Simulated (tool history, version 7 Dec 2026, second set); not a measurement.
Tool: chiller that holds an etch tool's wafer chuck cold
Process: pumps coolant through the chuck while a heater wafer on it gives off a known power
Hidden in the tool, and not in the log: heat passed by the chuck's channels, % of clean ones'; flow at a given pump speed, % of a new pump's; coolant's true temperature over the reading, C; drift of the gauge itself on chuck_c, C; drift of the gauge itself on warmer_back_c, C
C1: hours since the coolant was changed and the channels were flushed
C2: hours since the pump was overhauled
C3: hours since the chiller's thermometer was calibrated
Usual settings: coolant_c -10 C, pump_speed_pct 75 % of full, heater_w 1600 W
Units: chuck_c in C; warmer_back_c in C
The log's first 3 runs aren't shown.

run 4 hour=309.1 | coolant_c=-10 pump_speed_pct=75 heater_w=1600 | C1=2988 C2=5446 C3=2315 | chuck_c=20.2 warmer_back_c=9.50
run 5 hour=407.2 | coolant_c=-10 pump_speed_pct=75 heater_w=1600 | C1=3086 C2=5544 C3=2413 | chuck_c=20.4 warmer_back_c=9.58
-- hour=435.0 chiller's thermometer calibrated
run 6 hour=463.6 | coolant_c=-10 pump_speed_pct=75 heater_w=1600 | C1=3141 C2=5599 C3=29 | chuck_c=20.0 warmer_back_c=9.53
run 7 hour=550.1 | coolant_c=-10 pump_speed_pct=75 heater_w=1600 | C1=3227 C2=5686 C3=115 | chuck_c=20.2 warmer_back_c=9.62
run 8 hour=622.5 | coolant_c=-10 pump_speed_pct=75 heater_w=1600 | C1=3300 C2=5758 C3=188 | chuck_c=20.4 warmer_back_c=9.58
run 9 hour=742.8 | coolant_c=-12 pump_speed_pct=75 heater_w=1600 | C1=3420 C2=5878 C3=308 | chuck_c=18.9 warmer_back_c=9.68
run 10 hour=858.1 | coolant_c=-10 pump_speed_pct=75 heater_w=1432 | C1=3535 C2=5994 C3=423 | chuck_c=17.8 warmer_back_c=8.80
run 11 hour=934.3 | coolant_c=-10 pump_speed_pct=75 heater_w=1432 | C1=3612 C2=6070 C3=499 | chuck_c=17.7 warmer_back_c=8.78
run 12 hour=1030.0 | coolant_c=-10 pump_speed_pct=75 heater_w=1176 | C1=3707 C2=6166 C3=595 | chuck_c=13.0 warmer_back_c=7.27
-- hour=1045.4 coolant pump overhauled
run 13 hour=1153.0 | coolant_c=-10 pump_speed_pct=75 heater_w=1176 | C1=3825 C2=108 C3=713 | chuck_c=15.7 warmer_back_c=8.13
run 14 hour=1234.6 | coolant_c=-10 pump_speed_pct=75 heater_w=1600 | C1=3907 C2=189 C3=795 | chuck_c=25.3 warmer_back_c=11.12
run 15 hour=1302.0 | coolant_c=-10 pump_speed_pct=75 heater_w=1600 | C1=3974 C2=257 C3=862 | chuck_c=25.4 warmer_back_c=11.17
run 16 hour=1360.6 | coolant_c=-10 pump_speed_pct=75 heater_w=1600 | C1=4033 C2=315 C3=921 | chuck_c=25.6 warmer_back_c=11.17
run 17 hour=1425.7 | coolant_c=-15 pump_speed_pct=71 heater_w=827 | C1=4098 C2=380 C3=986 | chuck_c=4.6 warmer_back_c=6.12
run 18 hour=1535.1 | coolant_c=-10 pump_speed_pct=75 heater_w=1161 | C1=4208 C2=490 C3=1095 | chuck_c=16.4 warmer_back_c=8.23
-- hour=1546.4 coolant pump overhauled, once more
run 19 hour=1650.8 | coolant_c=-13 pump_speed_pct=82 heater_w=1408 | C1=4318 C2=104 C3=1206 | chuck_c=7.7 warmer_back_c=6.02

The next listed run, before its measurement:
run 20 hour=1775.2 | coolant_c=-10 pump_speed_pct=96 heater_w=1726 | C1=4443 C2=229 C3=1330 | chuck_c=? warmer_back_c=?

Run 20 gave chuck_c 12.4 C, warmer_back_c 6.43 C.
Without the tool's hidden state the same run would have given chuck_c 9.0 C, warmer_back_c 6.36 C.
